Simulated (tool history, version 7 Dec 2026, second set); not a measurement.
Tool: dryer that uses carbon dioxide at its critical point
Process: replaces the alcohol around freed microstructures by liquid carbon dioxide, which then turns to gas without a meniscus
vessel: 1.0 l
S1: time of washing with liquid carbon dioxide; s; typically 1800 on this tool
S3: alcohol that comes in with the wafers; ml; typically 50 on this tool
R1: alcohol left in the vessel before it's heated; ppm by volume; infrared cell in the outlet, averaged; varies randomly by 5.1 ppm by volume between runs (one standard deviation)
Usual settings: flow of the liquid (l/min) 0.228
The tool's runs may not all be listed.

Run 1, day 0.000: usual settings. Result: R1 187 ppm by volume.
Run 2, day 0.862: usual settings but flow of the liquid (l/min) 0.284. Result: R1 89 ppm by volume.
Run 3, day 1.467: usual settings. Result: R1 206 ppm by volume.
Run 4, day 2.592: usual settings. Result: R1 200 ppm by volume.
Run 5, day 3.667: usual settings. Result: R1 216 ppm by volume.
Run 6, day 4.321: usual settings but flow of the liquid (l/min) 0.233. Result: R1 189 ppm by volume.
Run 7, day 5.146: usual settings but S1 1140 s. Result: R1 1426 ppm by volume.
Run 8, day 6.292: usual settings but S1 1140 s. Result: R1 1429 ppm by volume.
Run 9, day 7.500: usual settings but S3 60 ml. Result: R1 251 ppm by volume.
Run 10, day 8.221: usual settings but S3 60 ml. Result: R1 263 ppm by volume.
Run 11, day 8.908: usual settings but S3 60 ml. Result: R1 271 ppm by volume.
At day 9.792: inlet filter changed.
Run 12, day 10.167: usual settings but S3 60 ml. Result: R1 143 ppm by volume.
Run 13, day 11.504: usual settings but S1 2460 s, S3 49 ml. Result: R1 67 ppm by volume.
Run 14, day 12.600: usual settings but S1 2460 s, S3 49 ml. Result: R1 56 ppm by volume.
Run 15, day 13.267: usual settings but S1 2160 s, S3 49 ml. Result: R1 82 ppm by volume.
Run 16, day 14.617: usual settings but flow of the liquid (l/min) 0.327. Result: R1 66 ppm by volume.
Run 17, day 15.592: usual settings but S1 1920 s, flow of the liquid (l/min) 0.262, S3 38 ml. Result: R1 75 ppm by volume.
Run 18, day 16.617: usual settings but S1 1920 s, flow of the liquid (l/min) 0.262, S3 38 ml. Result: R1 81 ppm by volume.
Run 19, day 17.400: usual settings but flow of the liquid (l/min) 0.157. Result: R1 662 ppm by volume.
Run 20, day 18.379: usual settings but S1 2220 s, flow of the liquid (l/min) 0.153, S3 71 ml. Result: R1 423 ppm by volume.
Run 21, day 19.125: usual settings but S1 2220 s, flow of the liquid (l/min) 0.153, S3 71 ml. Result: R1 444 ppm by volume.
Run 22, day 20.100: usual settings but flow of the liquid (l/min) 0.203, S3 21 ml. Result: R1 140 ppm by volume.
Run 23, day 21.171: usual settings but S1 2160 s, S3 66 ml. Result: R1 95 ppm by volume.

Here are 4 independent what-if runs from the current tool condition. What would each one return?
Run A, day 22.288: usual settings but S1 2160 s, flow of the liquid (l/min) 0.163, S3 40 ml. Result: R1 ?.
Run B, day 22.288: usual settings but S1 1740 s, S3 66 ml. Result: R1 ?.
Run C, day 22.288: usual settings but S1 1560 s, flow of the liquid (l/min) 0.287, S3 55 ml. Result: R1 ?.
Run D, day 22.288: usual settings but S1 1440 s, flow of the liquid (l/min) 0.286, S3 41 ml. Result: R1 ?.

run   R1
  A  261
  B  210
  C  120
  D  125
Take away the tool's hidden state, keep each run's random variation, and the runs would have read:
run   R1
  A  150
  B  109
  C   44
  D   44
